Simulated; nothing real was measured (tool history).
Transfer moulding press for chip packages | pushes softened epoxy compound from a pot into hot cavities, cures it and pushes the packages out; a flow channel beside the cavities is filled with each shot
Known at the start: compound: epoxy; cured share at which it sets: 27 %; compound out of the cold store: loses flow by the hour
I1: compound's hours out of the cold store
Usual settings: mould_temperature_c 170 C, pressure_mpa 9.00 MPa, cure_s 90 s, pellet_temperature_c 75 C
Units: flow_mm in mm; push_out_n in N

run 1 hour=0.0 | mould_temperature_c=170 pressure_mpa=9.00 cure_s=90 pellet_temperature_c=75 | I1=28.7 | flow_mm=475 push_out_n=905
run 2 hour=11.8 | mould_temperature_c=170 pressure_mpa=9.00 cure_s=90 pellet_temperature_c=75 | I1=44.8 | flow_mm=432 push_out_n=961
-- hour=26.5 cavities cleaned with cleaning compound and waxed
run 3 hour=27.2 | mould_temperature_c=170 pressure_mpa=9.00 cure_s=90 pellet_temperature_c=75 | I1=45.0 | flow_mm=428 push_out_n=565
run 4 hour=44.8 | mould_temperature_c=170 pressure_mpa=9.00 cure_s=90 pellet_temperature_c=75 | I1=28.6 | flow_mm=467 push_out_n=914
run 5 hour=57.1 | mould_temperature_c=170 pressure_mpa=9.00 cure_s=90 pellet_temperature_c=75 | I1=31.4 | flow_mm=464 push_out_n=1043
-- hour=68.9 cavities cleaned with cleaning compound and waxed
run 6 hour=71.4 | mould_temperature_c=170 pressure_mpa=9.00 cure_s=90 pellet_temperature_c=80 | I1=32.5 | flow_mm=455 push_out_n=646
run 7 hour=83.2 | mould_temperature_c=170 pressure_mpa=9.00 cure_s=90 pellet_temperature_c=75 | I1=9.3 | flow_mm=523 push_out_n=895
run 8 hour=98.8 | mould_temperature_c=170 pressure_mpa=9.00 cure_s=90 pellet_temperature_c=75 | I1=45.7 | flow_mm=422 push_out_n=1008
-- hour=111.4 cavities cleaned with cleaning compound and waxed
run 9 hour=116.5 | mould_temperature_c=170 pressure_mpa=9.00 cure_s=90 pellet_temperature_c=75 | I1=40.4 | flow_mm=431 push_out_n=685
run 10 hour=137.0 | mould_temperature_c=170 pressure_mpa=9.00 cure_s=90 pellet_temperature_c=75 | I1=37.3 | flow_mm=437 push_out_n=930
-- hour=153.5 cavities cleaned with cleaning compound and waxed
run 11 hour=156.6 | mould_temperature_c=170 pressure_mpa=9.00 cure_s=90 pellet_temperature_c=75 | I1=19.2 | flow_mm=484 push_out_n=652
run 12 hour=173.1 | mould_temperature_c=170 pressure_mpa=8.33 cure_s=90 pellet_temperature_c=75 | I1=42.5 | flow_mm=398 push_out_n=890
-- hour=176.5 mould's thermocouples calibrated
-- hour=188.5 plunger's sealing rings changed
run 13 hour=190.5 | mould_temperature_c=170 pressure_mpa=9.00 cure_s=90 pellet_temperature_c=75 | I1=29.9 | flow_mm=506 push_out_n=1023
-- hour=200.9 cavities cleaned with cleaning compound and waxed
run 14 hour=204.4 | mould_temperature_c=170 pressure_mpa=9.00 cure_s=90 pellet_temperature_c=75 | I1=28.1 | flow_mm=514 push_out_n=675
run 15 hour=221.0 | mould_temperature_c=170 pressure_mpa=9.00 cure_s=90 pellet_temperature_c=75 | I1=22.0 | flow_mm=530 push_out_n=932
run 16 hour=230.8 | mould_temperature_c=170 pressure_mpa=9.14 cure_s=113 pellet_temperature_c=75 | I1=35.5 | flow_mm=489 push_out_n=752
-- hour=244.0 cavities cleaned with cleaning compound and waxed
run 17 hour=246.8 | mould_temperature_c=172 pressure_mpa=9.14 cure_s=78 pellet_temperature_c=71 | I1=18.6 | flow_mm=538 push_out_n=789
-- hour=264.7 mould's thermocouples calibrated, once more
run 18 hour=264.9 | mould_temperature_c=169 pressure_mpa=7.98 cure_s=123 pellet_temperature_c=77 | I1=17.8 | flow_mm=507 push_out_n=682
run 19 hour=276.1 | mould_temperature_c=163 pressure_mpa=7.84 cure_s=99 pellet_temperature_c=77 | I1=15.6 | flow_mm=524 push_out_n=1459
-- hour=287.6 cavities cleaned with cleaning compound and waxed
run 20 hour=297.0 | mould_temperature_c=163 pressure_mpa=7.84 cure_s=99 pellet_temperature_c=76 | I1=34.0 | flow_mm=471 push_out_n=1035
run 21 hour=313.2 | mould_temperature_c=171 pressure_mpa=7.84 cure_s=99 pellet_temperature_c=76 | I1=39.5 | flow_mm=436 push_out_n=825
run 22 hour=323.8 | mould_temperature_c=171 pressure_mpa=7.84 cure_s=99 pellet_temperature_c=76 | I1=43.6 | flow_mm=421 push_out_n=903
-- hour=329.4 cavities cleaned with cleaning compound and waxed
run 23 hour=339.2 | mould_temperature_c=170 pressure_mpa=9.00 cure_s=90 pellet_temperature_c=75 | I1=28.2 | flow_mm=494 push_out_n=777
run 24 hour=352.7 | mould_temperature_c=170 pressure_mpa=9.00 cure_s=84 pellet_temperature_c=68 | I1=29.4 | flow_mm=491 push_out_n=1114
run 25 hour=365.3 | mould_temperature_c=171 pressure_mpa=9.00 cure_s=84 pellet_temperature_c=68 | I1=46.7 | flow_mm=441 push_out_n=1160

Run 26 comes next. What will it give?
-- hour=372.4 cavities cleaned with cleaning compound and waxed
run 26 hour=376.0 | mould_temperature_c=165 pressure_mpa=8.20 cure_s=85 pellet_temperature_c=76 | I1=35.2 | flow_mm=? push_out_n=?

Run 26 gave flow_mm 464 mm, push_out_n 1083 N.
Without the tool's hidden state the same run would have given flow_mm 484 mm, push_out_n 923 N.

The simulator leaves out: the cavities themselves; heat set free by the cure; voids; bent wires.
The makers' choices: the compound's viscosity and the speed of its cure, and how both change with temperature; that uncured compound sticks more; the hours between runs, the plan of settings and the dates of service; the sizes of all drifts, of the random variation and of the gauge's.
